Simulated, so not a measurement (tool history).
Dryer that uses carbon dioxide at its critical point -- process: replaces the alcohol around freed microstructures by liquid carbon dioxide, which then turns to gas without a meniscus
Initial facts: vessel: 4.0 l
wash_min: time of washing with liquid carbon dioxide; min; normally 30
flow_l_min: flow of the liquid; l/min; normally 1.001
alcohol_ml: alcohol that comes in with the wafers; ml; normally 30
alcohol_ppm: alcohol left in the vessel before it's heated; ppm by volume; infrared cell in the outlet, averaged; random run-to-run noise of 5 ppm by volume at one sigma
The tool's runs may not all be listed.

{"run": 1, "hour": 0.0, "wash_min": 30, "flow_l_min": 1.001, "alcohol_ml": 30, "alcohol_ppm": 72}
{"hour": 41.2, "done": "inlet filter changed"}
{"run": 2, "hour": 53.8, "wash_min": 30, "flow_l_min": 1.001, "alcohol_ml": 30, "alcohol_ppm": 55}
{"run": 3, "hour": 103.9, "wash_min": 30, "flow_l_min": 1.001, "alcohol_ml": 30, "alcohol_ppm": 43}
{"run": 4, "hour": 140.6, "wash_min": 30, "flow_l_min": 1.24, "alcohol_ml": 30, "alcohol_ppm": 24}
{"run": 5, "hour": 190.5, "wash_min": 30, "flow_l_min": 1.001, "alcohol_ml": 30, "alcohol_ppm": 59}
{"run": 6, "hour": 234.1, "wash_min": 30, "flow_l_min": 1.001, "alcohol_ml": 30, "alcohol_ppm": 51}
{"run": 7, "hour": 294.8, "wash_min": 30, "flow_l_min": 1.001, "alcohol_ml": 30, "alcohol_ppm": 62}
{"run": 8, "hour": 332.4, "wash_min": 30, "flow_l_min": 1.001, "alcohol_ml": 30, "alcohol_ppm": 66}
{"run": 9, "hour": 369.3, "wash_min": 29, "flow_l_min": 1.001, "alcohol_ml": 30, "alcohol_ppm": 72}
{"run": 10, "hour": 395.5, "wash_min": 29, "flow_l_min": 1.001, "alcohol_ml": 30, "alcohol_ppm": 75}
{"run": 11, "hour": 422.6, "wash_min": 29, "flow_l_min": 1.001, "alcohol_ml": 30, "alcohol_ppm": 69}
{"run": 12, "hour": 474.2, "wash_min": 29, "flow_l_min": 1.001, "alcohol_ml": 30, "alcohol_ppm": 75}
{"run": 13, "hour": 521.5, "wash_min": 29, "flow_l_min": 1.001, "alcohol_ml": 30, "alcohol_ppm": 83}
{"run": 14, "hour": 557.5, "wash_min": 30, "flow_l_min": 1.001, "alcohol_ml": 64, "alcohol_ppm": 117}
{"run": 15, "hour": 607.5, "wash_min": 30, "flow_l_min": 1.001, "alcohol_ml": 64, "alcohol_ppm": 123}
{"run": 16, "hour": 632.9, "wash_min": 30, "flow_l_min": 1.001, "alcohol_ml": 49, "alcohol_ppm": 107}
{"run": 17, "hour": 684.0, "wash_min": 36, "flow_l_min": 1.001, "alcohol_ml": 30, "alcohol_ppm": 56}
{"run": 18, "hour": 733.2, "wash_min": 36, "flow_l_min": 1.001, "alcohol_ml": 30, "alcohol_ppm": 68}
{"run": 19, "hour": 774.5, "wash_min": 30, "flow_l_min": 1.001, "alcohol_ml": 38, "alcohol_ppm": 92}
{"run": 20, "hour": 803.8, "wash_min": 30, "flow_l_min": 1.001, "alcohol_ml": 30, "alcohol_ppm": 76}
{"run": 21, "hour": 851.7, "wash_min": 30, "flow_l_min": 1.001, "alcohol_ml": 30, "alcohol_ppm": 89}
{"run": 22, "hour": 902.2, "wash_min": 30, "flow_l_min": 1.001, "alcohol_ml": 30, "alcohol_ppm": 99}
{"run": 23, "hour": 930.8, "wash_min": 30, "flow_l_min": 1.001, "alcohol_ml": 30, "alcohol_ppm": 98}
{"run": 24, "hour": 982.7, "wash_min": 30, "flow_l_min": 1.001, "alcohol_ml": 65, "alcohol_ppm": 154}
{"run": 25, "hour": 1039.2, "wash_min": 30, "flow_l_min": 1.001, "alcohol_ml": 65, "alcohol_ppm": 164}
{"run": 26, "hour": 1075.0, "wash_min": 22, "flow_l_min": 0.73, "alcohol_ml": 23, "alcohol_ppm": 454}
{"hour": 1092.1, "done": "inlet filter changed"}
{"run": 27, "hour": 1111.3, "wash_min": 30, "flow_l_min": 0.62, "alcohol_ml": 30, "alcohol_ppm": 271}
{"run": 28, "hour": 1151.5, "wash_min": 30, "flow_l_min": 0.62, "alcohol_ml": 30, "alcohol_ppm": 287}
{"run": 29, "hour": 1199.8, "wash_min": 28, "flow_l_min": 0.96, "alcohol_ml": 109, "alcohol_ppm": 246}
{"run": 30, "hour": 1242.2, "wash_min": 28, "flow_l_min": 0.96, "alcohol_ml": 109, "alcohol_ppm": 245}
{"run": 31, "hour": 1302.4, "wash_min": 28, "flow_l_min": 0.96, "alcohol_ml": 32, "alcohol_ppm": 123}
{"run": 32, "hour": 1352.5, "wash_min": 35, "flow_l_min": 0.97, "alcohol_ml": 29, "alcohol_ppm": 88}
{"run": 33, "hour": 1403.3, "wash_min": 35, "flow_l_min": 0.97, "alcohol_ml": 29, "alcohol_ppm": 86}
{"hour": 1443.5, "done": "purifier's bed changed"}
{"run": 34, "hour": 1462.4, "wash_min": 35, "flow_l_min": 0.97, "alcohol_ml": 29, "alcohol_ppm": 13}
{"run": 35, "hour": 1512.7, "wash_min": 35, "flow_l_min": 0.97, "alcohol_ml": 29, "alcohol_ppm": 14}
{"run": 36, "hour": 1553.7, "wash_min": 30, "flow_l_min": 1.08, "alcohol_ml": 30, "alcohol_ppm": 31}
{"run": 37, "hour": 1612.6, "wash_min": 38, "flow_l_min": 0.62, "alcohol_ml": 26, "alcohol_ppm": 114}
{"run": 38, "hour": 1671.6, "wash_min": 23, "flow_l_min": 1.63, "alcohol_ml": 112, "alcohol_ppm": 56}
{"run": 39, "hour": 1710.9, "wash_min": 23, "flow_l_min": 1.63, "alcohol_ml": 112, "alcohol_ppm": 52}
{"run": 40, "hour": 1747.2, "wash_min": 19, "flow_l_min": 1.62, "alcohol_ml": 70, "alcohol_ppm": 95}
{"run": 41, "hour": 1788.1, "wash_min": 36, "flow_l_min": 1.02, "alcohol_ml": 89, "alcohol_ppm": 54}
{"run": 42, "hour": 1839.1, "wash_min": 20, "flow_l_min": 1.02, "alcohol_ml": 110, "alcohol_ppm": 803}
{"run": 43, "hour": 1883.0, "wash_min": 31, "flow_l_min": 0.9, "alcohol_ml": 62, "alcohol_ppm": 141}
{"run": 44, "hour": 1930.2, "wash_min": 25, "flow_l_min": 1.17, "alcohol_ml": 45, "alcohol_ppm": 95}
{"run": 45, "hour": 1970.8, "wash_min": 40, "flow_l_min": 0.74, "alcohol_ml": 84, "alcohol_ppm": 162}
{"run": 46, "hour": 2005.6, "wash_min": 40, "flow_l_min": 0.74, "alcohol_ml": 84, "alcohol_ppm": 163}
{"run": 47, "hour": 2055.6, "wash_min": 40, "flow_l_min": 0.74, "alcohol_ml": 84, "alcohol_ppm": 172}
{"run": 48, "hour": 2101.3, "wash_min": 19, "flow_l_min": 1.001, "alcohol_ml": 83, "alcohol_ppm": 891}

Had the tool no unlogged condition, and each run kept its random variation, what would the results have been?
What the log doesn't record here: flow that reaches the vessel past the clogged filter, %; alcohol in the recycled carbon dioxide, ppm; drift of the gauge itself on alcohol_ppm, %.
run=1 alcohol_ppm=32
run=2 alcohol_ppm=39
run=3 alcohol_ppm=24
run=4 alcohol_ppm=4
run=5 alcohol_ppm=35
run=6 alcohol_ppm=24
run=7 alcohol_ppm=31
run=8 alcohol_ppm=33
run=9 alcohol_ppm=36
run=10 alcohol_ppm=37
run=11 alcohol_ppm=30
run=12 alcohol_ppm=32
run=13 alcohol_ppm=37
run=14 alcohol_ppm=59
run=15 alcohol_ppm=59
run=16 alcohol_ppm=48
run=17 alcohol_ppm=9
run=18 alcohol_ppm=18
run=19 alcohol_ppm=29
run=20 alcohol_ppm=14
run=21 alcohol_ppm=24
run=22 alcohol_ppm=30
run=23 alcohol_ppm=28
run=24 alcohol_ppm=53
run=25 alcohol_ppm=55
run=26 alcohol_ppm=271
run=27 alcohol_ppm=211
run=28 alcohol_ppm=221
run=29 alcohol_ppm=171
run=30 alcohol_ppm=166
run=31 alcohol_ppm=53
run=32 alcohol_ppm=18
run=33 alcohol_ppm=13
run=34 alcohol_ppm=9
run=35 alcohol_ppm=6
run=36 alcohol_ppm=20
run=37 alcohol_ppm=83
run=38 alcohol_ppm=33
run=39 alcohol_ppm=25
run=40 alcohol_ppm=53
run=41 alcohol_ppm=24
run=42 alcohol_ppm=552
run=43 alcohol_ppm=74
run=44 alcohol_ppm=43
run=45 alcohol_ppm=81
run=46 alcohol_ppm=78
run=47 alcohol_ppm=79
run=48 alcohol_ppm=553
